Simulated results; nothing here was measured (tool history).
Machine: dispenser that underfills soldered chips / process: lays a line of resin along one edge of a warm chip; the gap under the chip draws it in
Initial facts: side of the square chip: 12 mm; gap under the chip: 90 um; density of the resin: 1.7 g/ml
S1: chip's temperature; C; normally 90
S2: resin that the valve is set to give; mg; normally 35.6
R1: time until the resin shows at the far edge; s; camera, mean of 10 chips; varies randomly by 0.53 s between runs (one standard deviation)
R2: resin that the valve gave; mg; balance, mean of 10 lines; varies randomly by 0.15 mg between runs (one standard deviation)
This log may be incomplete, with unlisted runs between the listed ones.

run 1 hour=0.0 | S1=90 S2=35.6 | R1=80.1 R2=35.01
-- hour=2.5 new syringe of resin
run 2 hour=13.8 | S1=100 S2=35.6 | R1=51.8 R2=34.88
-- hour=19.3 new syringe of resin
run 3 hour=26.4 | S1=100 S2=35.6 | R1=44.7 R2=34.62
-- hour=28.0 dispensing valve cleaned and set on the balance
-- hour=37.3 new syringe of resin
run 4 hour=42.0 | S1=90 S2=35.6 | R1=52.5 R2=35.66
run 5 hour=50.3 | S1=81 S2=35.6 | R1=98.5 R2=35.01
-- hour=53.8 new syringe of resin
run 6 hour=64.6 | S1=90 S2=35.6 | R1=70.6 R2=35.16
-- hour=70.4 new syringe of resin
run 7 hour=73.4 | S1=90 S2=35.6 | R1=50.9 R2=34.73
-- hour=87.0 new syringe of resin
run 8 hour=88.0 | S1=90 S2=35.0 | R1=47.1 R2=34.30
-- hour=95.5 dispensing valve cleaned and set on the balance
run 9 hour=99.5 | S1=90 S2=35.6 | R1=71.9 R2=35.62
-- hour=105.0 new syringe of resin
run 10 hour=111.8 | S1=90 S2=35.6 | R1=59.8 R2=35.40
run 11 hour=119.8 | S1=90 S2=35.6 | R1=83.6 R2=35.04
-- hour=121.8 new syringe of resin
run 12 hour=128.5 | S1=90 S2=35.6 | R1=60.3 R2=35.18
run 13 hour=136.3 | S1=90 S2=35.6 | R1=81.7 R2=35.03
-- hour=138.5 new syringe of resin
run 14 hour=148.7 | S1=90 S2=35.6 | R1=68.4 R2=35.16
-- hour=154.9 new syringe of resin
-- hour=162.5 dispensing valve cleaned and set on the balance
run 15 hour=162.5 | S1=90 S2=35.6 | R1=58.8 R2=35.77
run 16 hour=168.9 | S1=101 S2=35.6 | R1=56.2 R2=35.56
-- hour=173.2 new syringe of resin
run 17 hour=177.9 | S1=101 S2=35.6 | R1=38.9 R2=35.50
run 18 hour=184.8 | S1=101 S2=35.6 | R1=52.0 R2=35.36
-- hour=190.2 new syringe of resin
run 19 hour=193.7 | S1=104 S2=37.1 | R1=34.0 R2=36.34
run 20 hour=202.4 | S1=98 S2=45.4 | R1=55.9 R2=44.76
-- hour=206.9 new syringe of resin
run 21 hour=214.1 | S1=94 S2=39.1 | R1=53.4 R2=38.25
-- hour=223.9 new syringe of resin
run 22 hour=224.3 | S1=90 S2=34.5 | R1=46.7 R2=33.96
-- hour=229.2 dispensing valve cleaned and set on the balance
run 23 hour=233.8 | S1=100 S2=46.0 | R1=47.4 R2=45.86
-- hour=241.6 new syringe of resin
run 24 hour=244.5 | S1=100 S2=46.0 | R1=37.8 R2=45.66
run 25 hour=255.1 | S1=100 S2=46.0 | R1=57.8 R2=45.34
-- hour=258.8 new syringe of resin
run 26 hour=264.6 | S1=100 S2=46.0 | R1=41.7 R2=45.22
run 27 hour=271.1 | S1=104 S2=31.9 | R1=50.4 R2=31.31
-- hour=275.3 new syringe of resin
run 28 hour=282.0 | S1=76 S2=39.1 | R1=92.0 R2=38.20
run 29 hour=291.0 | S1=92 S2=35.6 | R1=81.1 R2=34.29
-- hour=292.2 new syringe of resin
-- hour=296.6 dispensing valve cleaned and set on the balance
run 30 hour=301.8 | S1=81 S2=35.6 | R1=86.7 R2=35.48
run 31 hour=308.2 | S1=81 S2=35.6 | R1=110.3 R2=35.43
-- hour=309.8 new syringe of resin
run 32 hour=320.4 | S1=88 S2=31.0 | R1=75.6 R2=30.71
-- hour=326.4 new syringe of resin
run 33 hour=333.4 | S1=103 S2=34.7 | R1=41.1 R2=34.33
run 34 hour=341.3 | S1=103 S2=34.7 | R1=57.1 R2=34.48

What if the next run were any one of these 4? Each begins from the tool's condition after run 34:
-- hour=343.5 new syringe of resin
run A hour=350.1 | S1=83 S2=35.0 | R1=? R2=?
-- hour=343.5 new syringe of resin
run B hour=350.1 | S1=105 S2=42.4 | R1=? R2=?
-- hour=343.5 new syringe of resin
run C hour=350.1 | S1=89 S2=36.5 | R1=? R2=?
-- hour=343.5 new syringe of resin
run D hour=350.1 | S1=93 S2=33.7 | R1=? R2=?

run=A R1=75.8 R2=34.57
run=B R1=37.7 R2=41.49
run=C R1=61.3 R2=35.92
run=D R1=55.2 R2=33.14
The same runs, with their run-to-run variation unchanged, on a tool lacking any hidden condition would have given:
run=A R1=55.2 R2=35.17
run=B R1=27.6 R2=42.21
run=C R1=44.9 R2=36.55
run=D R1=40.3 R2=33.72
